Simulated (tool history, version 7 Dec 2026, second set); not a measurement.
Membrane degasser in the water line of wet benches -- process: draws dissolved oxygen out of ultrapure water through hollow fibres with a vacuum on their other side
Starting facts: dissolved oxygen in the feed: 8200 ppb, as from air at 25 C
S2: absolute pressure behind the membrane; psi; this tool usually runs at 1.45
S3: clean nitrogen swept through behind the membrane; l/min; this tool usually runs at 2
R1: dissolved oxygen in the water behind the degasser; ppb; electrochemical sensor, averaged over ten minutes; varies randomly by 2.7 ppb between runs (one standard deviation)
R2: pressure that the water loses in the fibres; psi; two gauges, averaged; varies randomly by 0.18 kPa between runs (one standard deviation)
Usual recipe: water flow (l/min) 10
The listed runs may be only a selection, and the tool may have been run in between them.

run 1 hour=0 | water_flow_(l/min)=10 S2=1.45 S3=2 | R1=274.6 R2=4.711
run 2 hour=271.7 | water_flow_(l/min)=10 S2=1.45 S3=2 | R1=266.4 R2=4.686
run 3 hour=523.9 | water_flow_(l/min)=10 S2=1.45 S3=2 | R1=274.2 R2=4.734
run 4 hour=754.3 | water_flow_(l/min)=10 S2=1.45 S3=2 | R1=269.1 R2=4.656
run 5 hour=1045.8 | water_flow_(l/min)=10 S2=1.45 S3=2 | R1=271.3 R2=4.672
run 6 hour=1212.1 | water_flow_(l/min)=10 S2=1.45 S3=1.99 | R1=274.3 R2=4.64
run 7 hour=1361.4 | water_flow_(l/min)=10 S2=1.45 S3=1.99 | R1=270.1 R2=4.714
run 8 hour=1593.9 | water_flow_(l/min)=8 S2=1.45 S3=1.99 | R1=192.9 R2=3.719
run 9 hour=1893.4 | water_flow_(l/min)=8 S2=1.45 S3=1.99 | R1=194.2 R2=3.723
run 10 hour=2237.4 | water_flow_(l/min)=9 S2=1.09 S3=0.84 | R1=260.7 R2=4.197
run 11 hour=2526.3 | water_flow_(l/min)=11 S2=2.03 S3=2 | R1=368.2 R2=5.124
run 12 hour=2693.9 | water_flow_(l/min)=12 S2=1.25 S3=2 | R1=334.7 R2=5.569
run 13 hour=2976.2 | water_flow_(l/min)=10 S2=1.51 S3=2.08 | R1=276.9 R2=4.621
run 14 hour=3215.4 | water_flow_(l/min)=10 S2=1.06 S3=4.03 | R1=216.2 R2=4.599
run 15 hour=3362.9 | water_flow_(l/min)=10 S2=1.06 S3=4.03 | R1=216.4 R2=4.614
run 16 hour=3520.8 | water_flow_(l/min)=7 S2=1.9 S3=2 | R1=183.9 R2=3.221

What will run 17 give?
run 17 hour=3710.3 | water_flow_(l/min)=15 S2=2.97 S3=1.5 | R1=? R2=?

{"run 17": {"R1": 725.7, "R2": 6.892}}
With the hidden condition absent and the run-to-run variation left alone, this run would have shown R1 725 ppb, R2 7.087 psi.
